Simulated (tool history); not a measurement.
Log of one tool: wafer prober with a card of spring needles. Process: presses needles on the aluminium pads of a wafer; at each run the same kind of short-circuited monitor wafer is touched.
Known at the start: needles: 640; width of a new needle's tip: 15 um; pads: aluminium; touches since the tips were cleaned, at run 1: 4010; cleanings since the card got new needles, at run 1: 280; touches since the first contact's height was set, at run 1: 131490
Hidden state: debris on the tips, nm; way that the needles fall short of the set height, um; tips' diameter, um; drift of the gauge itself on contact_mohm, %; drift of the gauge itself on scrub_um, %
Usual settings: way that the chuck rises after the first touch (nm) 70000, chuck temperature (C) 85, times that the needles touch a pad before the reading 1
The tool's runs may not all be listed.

run   hour  way that the chuck rises after the first touch (nm)  chuck temperature (C)  times that the needles touch a pad before the reading  touches since the tips were cleaned  cleanings since the card got new needles  touches since the first contact's height was set  resistance of one needle with its contact and lead (mohm)  way that a needle slides on the pad (nm)
  1      0                                                70000                     85                                                      1                                 4010                                       280                                            131490                                                        361                                     11930
         2  -- tips cleaned on abrasive film
       2.3  -- height of the first contact set anew
       9.9  -- tips cleaned on abrasive film
      17.5  -- tips cleaned on abrasive film
      25.1  -- tips cleaned on abrasive film
      33.3  -- tips cleaned on abrasive film
  2   33.3                                                70000                     85                                                      1                                    0                                       285                                             16930                                                        293                                     12310
      42.8  -- tips cleaned on abrasive film
      50.3  -- tips cleaned on abrasive film
      59.8  -- tips cleaned on abrasive film
      67.4  -- tips cleaned on abrasive film
      76.9  -- tips cleaned on abrasive film
      86.4  -- tips cleaned on abrasive film
      93.9  -- tips cleaned on abrasive film
  3  100.3                                                70000                     85                                                      1                                 3512                                       292                                             53605                                                        349                                     12250
     102.3  -- tips cleaned on abrasive film
     109.9  -- tips cleaned on abrasive film
     119.3  -- tips cleaned on abrasive film
     126.9  -- tips cleaned on abrasive film
     136.4  -- tips cleaned on abrasive film
  4  139.6                                                70000                     85                                                      1                                 1763                                       297                                             75058                                                        324                                     12120
     145.3  -- tips cleaned on abrasive film
     152.9  -- tips cleaned on abrasive film
     160.5  -- tips cleaned on abrasive film
       170  -- tips cleaned on abrasive film
     177.6  -- tips cleaned on abrasive film
     185.2  -- tips cleaned on abrasive film
  5  187.1                                                70000                     85                                                      1                                 1058                                       303                                            100990                                                        311                                     12050
     192.8  -- tips cleaned on abrasive film
     200.4  -- tips cleaned on abrasive film
     209.9  -- tips cleaned on abrasive film
     217.5  -- tips cleaned on abrasive film
     225.1  -- tips cleaned on abrasive film
     234.5  -- tips cleaned on abrasive film
  6  240.4                                                70000                     85                                                      3                                 3214                                       309                                            130121                                                        313                                     11930
     242.3  -- tips cleaned on abrasive film
     244.5  -- height of the first contact set anew
     252.1  -- tips cleaned on abrasive film
     259.7  -- tips cleaned on abrasive film
     267.3  -- tips cleaned on abrasive film
     276.8  -- tips cleaned on abrasive film
     286.2  -- tips cleaned on abrasive film
  7  290.3                                                70000                     85                                                      3                                 2247                                       315                                             25047                                                        307                                     12330
     294.1  -- tips cleaned on abrasive film
     303.6  -- tips cleaned on abrasive film
     313.1  -- tips cleaned on abrasive film
     320.7  -- tips cleaned on abrasive film
  8  321.6                                                70000                     85                                                      3                                  482                                       319                                             42109                                                        288                                     12330
     329.2  -- tips cleaned on abrasive film
     336.7  -- tips cleaned on abrasive film
     344.3  -- tips cleaned on abrasive film
  9  349.4                                                70000                     85                                                      3                                 2808                                       322                                             57355                                                        306                                     12240
     353.3  -- tips cleaned on abrasive film
     360.9  -- tips cleaned on abrasive film
     368.5  -- tips cleaned on abrasive film
     377.9  -- tips cleaned on abrasive film
 10  384.4                                                70000                     85                                                      3                                 3600                                       326                                             76502                                                        310                                     12150
     386.4  -- tips cleaned on abrasive film
       394  -- tips cleaned on abrasive film
     401.6  -- tips cleaned on abrasive film
     409.2  -- tips cleaned on abrasive film
     418.7  -- tips cleaned on abrasive film
     426.3  -- tips cleaned on abrasive film
     433.9  -- tips cleaned on abrasive film
     443.3  -- tips cleaned on abrasive film
 11  444.3                                                70000                     85                                                      3                                  555                                       334                                            109187                                                        291                                     12000
     451.9  -- tips cleaned on abrasive film
     459.5  -- tips cleaned on abrasive film
     467.1  -- tips cleaned on abrasive film
     474.7  -- tips cleaned on abrasive film
     484.2  -- tips cleaned on abrasive film
 12  485.6                                                70000                     85                                                      1                                  758                                       339                                            131710                                                        313                                     11840
     487.7  -- height of the first contact set anew
     493.5  -- tips cleaned on abrasive film
     501.1  -- tips cleaned on abrasive film
     508.7  -- tips cleaned on abrasive film
     516.3  -- tips cleaned on abrasive film
     525.7  -- tips cleaned on abrasive film
     533.3  -- tips cleaned on abrasive film
     540.9  -- tips cleaned on abrasive film
 13  543.2                                                68000                     85                                                      1                                 1271                                       346                                             30291                                                        327                                     11920
     548.9  -- tips cleaned on abrasive film
     560.9  -- card fitted with new needles
     570.4  -- tips cleaned on abrasive film
       578  -- tips cleaned on abrasive film
     585.6  -- tips cleaned on abrasive film
 14  586.6                                                68000                     85                                                      1                                  547                                         3                                             14020                                                        284                                     12010
     594.2  -- tips cleaned on abrasive film
     601.8  -- tips cleaned on abrasive film
     609.4  -- tips cleaned on abrasive film
     618.8  -- tips cleaned on abrasive film
     626.4  -- tips cleaned on abrasive film
       634  -- tips cleaned on abrasive film
 15  641.2                                                73000                     85                                                      1                                 3951                                         9                                             43882                                                        296                                     12740
     643.2  -- tips cleaned on abrasive film
     650.7  -- tips cleaned on abrasive film
     658.3  -- tips cleaned on abrasive film
     667.8  -- tips cleaned on abrasive film
     675.4  -- tips cleaned on abrasive film
     684.9  -- tips cleaned on abrasive film
 16  691.3                                                63000                     85                                                      2                                 3576                                        15                                             71295                                                        299                                     10850
     693.3  -- tips cleaned on abrasive film
     702.8  -- tips cleaned on abrasive film
     710.4  -- tips cleaned on abrasive film
     719.9  -- tips cleaned on abrasive film
     727.5  -- tips cleaned on abrasive film
 17  731.6                                                54000                     39                                                      1                                 2309                                        20                                             93297                                                        307                                      9160
     735.5  -- tips cleaned on abrasive film
     743.1  -- tips cleaned on abrasive film
     752.5  -- tips cleaned on abrasive film
     760.1  -- tips cleaned on abrasive film
     767.7  -- tips cleaned on abrasive film
 18  769.2                                                74000                     85                                                      1                                  801                                        25                                            113790                                                        279                                     12660
     776.8  -- tips cleaned on abrasive film
     784.4  -- tips cleaned on abrasive film
     793.8  -- tips cleaned on abrasive film
     803.3  -- tips cleaned on abrasive film
     803.6  -- height of the first contact set anew
     813.1  -- tips cleaned on abrasive film
 19  814.5                                                70000                     33                                                      2                                  805                                        30                                              5987                                                        270                                     12430
     822.1  -- tips cleaned on abrasive film
     831.6  -- tips cleaned on abrasive film
     839.2  -- tips cleaned on abrasive film
 20  844.2                                                70000                     33                                                      2                                 2763                                        33                                             22224                                                        276                                     12350
     848.1  -- tips cleaned on abrasive film
     855.6  -- tips cleaned on abrasive film
     863.2  -- tips cleaned on abrasive film
     872.7  -- tips cleaned on abrasive film
 21  877.4                                                74000                     37                                                      3                                 2576                                        37                                             40346                                                        271                                     12980
     881.2  -- tips cleaned on abrasive film
     888.8  -- tips cleaned on abrasive film
     898.3  -- tips cleaned on abrasive film
     907.8  -- tips cleaned on abrasive film
 22  912.3                                                74000                     37                                                      3                                 2501                                        41                                             59430                                                        270                                     12910
     916.1  -- tips cleaned on abrasive film
     923.7  -- tips cleaned on abrasive film
     931.3  -- tips cleaned on abrasive film
     940.8  -- tips cleaned on abrasive film
     950.3  -- tips cleaned on abrasive film
     959.7  -- tips cleaned on abrasive film
     967.3  -- tips cleaned on abrasive film
     974.9  -- tips cleaned on abrasive film
 23  977.9                                                67000                     85                                                      3                                 1624                                        49                                             95258                                                        282                                     11460

The same runs without the tool's hidden state, with the same run-to-run variation:
run  resistance of one needle with its contact and lead (mohm)  way that a needle slides on the pad (nm)
  1                                                        275                                     12470
  2                                                        275                                     12380
  3                                                        271                                     12470
  4                                                        270                                     12450
  5                                                        271                                     12500
  6                                                        274                                     12490
  7                                                        278                                     12420
  8                                                        272                                     12510
  9                                                        272                                     12480
 10                                                        273                                     12470
 11                                                        271                                     12460
 12                                                        272                                     12390
 13                                                        276                                     12070
 14                                                        273                                     12070
 15                                                        267                                     12940
 16                                                        274                                     11160
 17                                                        263                                      9560
 18                                                        267                                     13160
 19                                                        261                                     12450
 20                                                        256                                     12430
 21                                                        261                                     13140
 22                                                        259                                     13140
 23                                                        272                                     11860
